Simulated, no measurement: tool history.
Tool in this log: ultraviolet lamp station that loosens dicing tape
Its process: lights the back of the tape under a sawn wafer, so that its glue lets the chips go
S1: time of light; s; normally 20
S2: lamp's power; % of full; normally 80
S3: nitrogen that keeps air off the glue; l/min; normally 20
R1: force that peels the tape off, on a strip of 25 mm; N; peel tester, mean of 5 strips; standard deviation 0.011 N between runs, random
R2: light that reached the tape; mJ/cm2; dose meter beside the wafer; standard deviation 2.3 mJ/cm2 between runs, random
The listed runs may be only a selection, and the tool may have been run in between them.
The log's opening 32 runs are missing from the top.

run	hour	S1	S2	S3	R1	R2
33	573.0	15	81	12	1.170	146
34	592.1	20	98	20	0.498	240
35	608.2	20	98	20	0.521	239
36	633.7	13	81	26	0.975	125
37	659.5	23	66	6	1.347	183
38	672.7	13	83	10	1.548	130
39	687.9	13	89	10	1.396	136
40	702.3	23	62	20	0.800	169
41	722.9	23	62	20	0.788	173
42	737.0	23	62	10	1.172	174

5 options for the next run, each taken on its own from the tool as it stands now. Forecast them:
A	762.1	26	80	12	?	?
B	762.1	15	98	15	?	?
C	762.1	20	74	23	?	?
D	762.1	20	72	22	?	?
E	762.1	23	73	10	?	?

run	R1	R2
A	0.678	249
B	0.922	171
C	0.718	176
D	0.797	168
E	0.938	194
Without the tool's unlogged condition, the same runs would have read:
run	R1	R2
A	0.467	324
B	0.652	222
C	0.499	229
D	0.556	219
E	0.669	253

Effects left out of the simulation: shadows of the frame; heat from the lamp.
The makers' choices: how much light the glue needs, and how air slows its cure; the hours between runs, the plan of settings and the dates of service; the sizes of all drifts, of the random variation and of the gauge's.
